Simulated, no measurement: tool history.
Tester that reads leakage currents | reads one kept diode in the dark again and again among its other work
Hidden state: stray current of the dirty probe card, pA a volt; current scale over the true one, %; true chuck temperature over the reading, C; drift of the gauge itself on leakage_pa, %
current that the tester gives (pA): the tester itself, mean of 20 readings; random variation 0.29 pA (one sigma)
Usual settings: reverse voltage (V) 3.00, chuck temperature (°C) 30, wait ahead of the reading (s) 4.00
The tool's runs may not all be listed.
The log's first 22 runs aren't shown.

run    hour  reverse voltage (V)  chuck temperature (°C)  wait ahead of the reading (s)  hours of work since the probe card was cleaned  hours of work since the tester was calibrated  hours of work since the chuck was calibrated  current that the tester gives (pA)
 23   569.2                 4.89                      53                           0.39                                            1061                                            628                                           500                              680.10
 24   598.8                 1.24                      28                           0.39                                            1076                                            643                                           514                               64.15
 25   634.8                 1.24                      28                           0.39                                            1093                                            660                                           532                               64.16
 26   658.4                 1.49                      20                           1.42                                            1105                                            672                                           543                               36.27
 27   688.1                 1.09                      30                           4.00                                            1119                                            686                                           558                               71.91
 28   718.5                 9.85                      25                           1.26                                            1134                                            701                                           573                              118.38
 29   747.7                10.95                      22                           1.59                                            1148                                            715                                           587                              101.61
 30   770.2                 1.27                      33                           4.00                                            1159                                            726                                           598                               96.53
 31   792.4                 1.87                      22                           1.70                                            1170                                            737                                           609                               46.89
 32   816.3                 3.00                      30                           0.63                                            1182                                            749                                           620                              105.75
 33   844.2                 3.00                      30                           0.63                                            1195                                            762                                           634                              105.82
 34   872.2                 2.27                      30                           2.18                                            1209                                            776                                           648                               94.78
 35   905.4                 2.27                      30                           2.18                                            1225                                            792                                           664                               94.74
 36   941.1                 2.27                      30                           2.18                                            1243                                            810                                           681                               95.87
 37   972.3                 1.74                      30                           4.00                                            1258                                            825                                           697                               86.54
 38  1005.7                17.67                      28                           4.00                                            1274                                            841                                           713                              196.18
 39  1036.7                 1.13                      30                           1.91                                            1289                                            856                                           728                               73.76

Forecast each of these 3 alternatives for the next run:
  A  1053.0                15.39                      23                           1.73                                            1297                                            864                                           736                                   ?
  B  1053.0                 3.70                      40                           4.69                                            1297                                            864                                           736                                   ?
  C  1053.0                 1.57                      23                           3.33                                            1297                                            864                                           736                                   ?

run  current that the tester gives (pA)
  A                              133.67
  B                              244.73
  C                               48.19
Without the tool's hidden state the same runs would have given:
run  current that the tester gives (pA)
  A                               93.10
  B                              222.52
  C                               41.77

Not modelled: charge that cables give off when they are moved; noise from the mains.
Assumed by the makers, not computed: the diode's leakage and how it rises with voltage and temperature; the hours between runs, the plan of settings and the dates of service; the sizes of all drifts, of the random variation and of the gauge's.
